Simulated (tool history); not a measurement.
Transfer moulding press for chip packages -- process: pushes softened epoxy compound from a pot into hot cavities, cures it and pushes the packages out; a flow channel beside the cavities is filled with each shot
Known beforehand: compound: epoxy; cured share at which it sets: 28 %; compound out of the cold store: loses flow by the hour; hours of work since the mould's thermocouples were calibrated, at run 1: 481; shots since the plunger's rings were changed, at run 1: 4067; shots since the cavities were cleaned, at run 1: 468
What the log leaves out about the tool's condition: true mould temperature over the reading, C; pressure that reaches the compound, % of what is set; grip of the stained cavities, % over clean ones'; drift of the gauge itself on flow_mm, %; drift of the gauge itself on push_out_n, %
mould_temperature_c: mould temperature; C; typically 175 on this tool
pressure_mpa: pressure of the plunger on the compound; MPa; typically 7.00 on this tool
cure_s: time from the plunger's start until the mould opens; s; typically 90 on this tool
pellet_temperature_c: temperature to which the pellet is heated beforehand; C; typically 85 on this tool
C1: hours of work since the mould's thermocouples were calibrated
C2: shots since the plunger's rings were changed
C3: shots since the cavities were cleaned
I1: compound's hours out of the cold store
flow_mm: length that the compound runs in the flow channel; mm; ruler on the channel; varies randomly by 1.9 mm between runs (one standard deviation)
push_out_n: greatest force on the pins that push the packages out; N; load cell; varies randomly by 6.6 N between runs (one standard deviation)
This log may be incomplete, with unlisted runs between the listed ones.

run 1 hour=0.0 | mould_temperature_c=175 pressure_mpa=7.00 cure_s=90 pellet_temperature_c=85 | C1=481 C2=4067 C3=468 | I1=23.9 | flow_mm=700 push_out_n=361
run 2 hour=21.4 | mould_temperature_c=175 pressure_mpa=7.00 cure_s=90 pellet_temperature_c=85 | C1=492 C2=4299 C3=700 | I1=15.1 | flow_mm=723 push_out_n=393
run 3 hour=46.2 | mould_temperature_c=175 pressure_mpa=7.00 cure_s=90 pellet_temperature_c=88 | C1=504 C2=4567 C3=968 | I1=25.8 | flow_mm=700 push_out_n=408
-- hour=54.4 cavities cleaned with cleaning compound and waxed
run 4 hour=78.5 | mould_temperature_c=175 pressure_mpa=7.00 cure_s=90 pellet_temperature_c=88 | C1=520 C2=4900 C3=261 | I1=28.9 | flow_mm=688 push_out_n=346
run 5 hour=94.2 | mould_temperature_c=175 pressure_mpa=7.00 cure_s=90 pellet_temperature_c=88 | C1=528 C2=5070 C3=431 | I1=28.4 | flow_mm=693 push_out_n=373
run 6 hour=121.0 | mould_temperature_c=175 pressure_mpa=7.00 cure_s=90 pellet_temperature_c=85 | C1=542 C2=5360 C3=721 | I1=29.6 | flow_mm=686 push_out_n=404
run 7 hour=136.2 | mould_temperature_c=180 pressure_mpa=7.00 cure_s=90 pellet_temperature_c=85 | C1=549 C2=5526 C3=887 | I1=40.4 | flow_mm=645 push_out_n=295
-- hour=151.7 cavities cleaned with cleaning compound and waxed
run 8 hour=166.4 | mould_temperature_c=180 pressure_mpa=7.00 cure_s=90 pellet_temperature_c=85 | C1=564 C2=5836 C3=159 | I1=28.5 | flow_mm=671 push_out_n=243
-- hour=179.4 mould's thermocouples calibrated
-- hour=188.2 plunger's sealing rings changed
run 9 hour=200.7 | mould_temperature_c=180 pressure_mpa=7.00 cure_s=90 pellet_temperature_c=85 | C1=10 C2=134 C3=481 | I1=14.1 | flow_mm=739 push_out_n=289
run 10 hour=223.5 | mould_temperature_c=180 pressure_mpa=7.00 cure_s=90 pellet_temperature_c=85 | C1=21 C2=381 C3=728 | I1=29.1 | flow_mm=703 push_out_n=309
-- hour=253.3 cavities cleaned with cleaning compound and waxed
run 11 hour=253.6 | mould_temperature_c=175 pressure_mpa=7.00 cure_s=98 pellet_temperature_c=85 | C1=36 C2=692 C3=4 | I1=8.4 | flow_mm=766 push_out_n=267
run 12 hour=267.5 | mould_temperature_c=175 pressure_mpa=7.00 cure_s=98 pellet_temperature_c=85 | C1=43 C2=842 C3=154 | I1=45.9 | flow_mm=678 push_out_n=267
run 13 hour=284.2 | mould_temperature_c=175 pressure_mpa=6.37 cure_s=90 pellet_temperature_c=85 | C1=51 C2=1022 C3=334 | I1=41.7 | flow_mm=652 push_out_n=350
run 14 hour=302.2 | mould_temperature_c=175 pressure_mpa=7.00 cure_s=106 pellet_temperature_c=85 | C1=60 C2=1217 C3=529 | I1=20.9 | flow_mm=734 push_out_n=297
run 15 hour=328.4 | mould_temperature_c=175 pressure_mpa=7.00 cure_s=106 pellet_temperature_c=85 | C1=74 C2=1500 C3=812 | I1=16.0 | flow_mm=744 push_out_n=304
run 16 hour=346.7 | mould_temperature_c=175 pressure_mpa=6.56 cure_s=78 pellet_temperature_c=85 | C1=83 C2=1699 C3=1011 | I1=20.0 | flow_mm=711 push_out_n=628
-- hour=350.9 cavities cleaned with cleaning compound and waxed
-- hour=359.6 mould's thermocouples calibrated, once more
run 17 hour=373.6 | mould_temperature_c=175 pressure_mpa=6.60 cure_s=92 pellet_temperature_c=85 | C1=7 C2=1952 C3=224 | I1=20.9 | flow_mm=704 push_out_n=306
run 18 hour=402.4 | mould_temperature_c=169 pressure_mpa=8.65 cure_s=89 pellet_temperature_c=82 | C1=22 C2=2265 C3=537 | I1=10.2 | flow_mm=855 push_out_n=592
run 19 hour=433.0 | mould_temperature_c=169 pressure_mpa=8.65 cure_s=89 pellet_temperature_c=82 | C1=37 C2=2596 C3=868 | I1=10.0 | flow_mm=859 push_out_n=675
-- hour=451.7 cavities cleaned with cleaning compound and waxed
run 20 hour=460.3 | mould_temperature_c=175 pressure_mpa=7.00 cure_s=104 pellet_temperature_c=89 | C1=50 C2=2875 C3=93 | I1=20.3 | flow_mm=723 push_out_n=241
run 21 hour=481.8 | mould_temperature_c=177 pressure_mpa=7.00 cure_s=129 pellet_temperature_c=79 | C1=61 C2=3108 C3=326 | I1=30.4 | flow_mm=687 push_out_n=230
run 22 hour=509.6 | mould_temperature_c=175 pressure_mpa=7.37 cure_s=90 pellet_temperature_c=85 | C1=76 C2=3409 C3=627 | I1=17.0 | flow_mm=744 push_out_n=372
run 23 hour=539.8 | mould_temperature_c=175 pressure_mpa=7.37 cure_s=90 pellet_temperature_c=85 | C1=91 C2=3736 C3=954 | I1=10.4 | flow_mm=763 push_out_n=422
-- hour=548.5 cavities cleaned with cleaning compound and waxed
run 24 hour=560.5 | mould_temperature_c=175 pressure_mpa=7.37 cure_s=90 pellet_temperature_c=85 | C1=101 C2=3944 C3=130 | I1=18.3 | flow_mm=740 push_out_n=313
run 25 hour=573.7 | mould_temperature_c=176 pressure_mpa=5.89 cure_s=96 pellet_temperature_c=85 | C1=107 C2=4087 C3=273 | I1=8.8 | flow_mm=676 push_out_n=279
run 26 hour=601.6 | mould_temperature_c=175 pressure_mpa=7.00 cure_s=78 pellet_temperature_c=85 | C1=122 C2=4388 C3=574 | I1=14.8 | flow_mm=724 push_out_n=512
run 27 hour=616.1 | mould_temperature_c=175 pressure_mpa=7.00 cure_s=78 pellet_temperature_c=85 | C1=129 C2=4546 C3=732 | I1=29.3 | flow_mm=694 push_out_n=533
run 28 hour=631.2 | mould_temperature_c=175 pressure_mpa=7.17 cure_s=90 pellet_temperature_c=81 | C1=137 C2=4709 C3=895 | I1=45.4 | flow_mm=659 push_out_n=371
-- hour=646.6 cavities cleaned with cleaning compound and waxed
run 29 hour=648.3 | mould_temperature_c=175 pressure_mpa=7.17 cure_s=90 pellet_temperature_c=81 | C1=145 C2=4877 C3=18 | I1=35.9 | flow_mm=679 push_out_n=287

3 options for the next run, each taken on its own from the tool as it stands now. Forecast them:
run A hour=667.5 | mould_temperature_c=170 pressure_mpa=6.43 cure_s=90 pellet_temperature_c=85 | C1=154 C2=5086 C3=227 | I1=32.3 | flow_mm=? push_out_n=?
run B hour=667.5 | mould_temperature_c=175 pressure_mpa=7.00 cure_s=90 pellet_temperature_c=77 | C1=154 C2=5086 C3=227 | I1=47.4 | flow_mm=? push_out_n=?
run C hour=667.5 | mould_temperature_c=174 pressure_mpa=8.25 cure_s=90 pellet_temperature_c=91 | C1=154 C2=5086 C3=227 | I1=9.8 | flow_mm=? push_out_n=?

run=A flow_mm=666 push_out_n=450
run=B flow_mm=650 push_out_n=306
run=C flow_mm=793 push_out_n=350
What these runs would have given with no unlogged condition in the tool:
run=A flow_mm=694 push_out_n=378
run=B flow_mm=677 push_out_n=257
run=C flow_mm=827 push_out_n=294
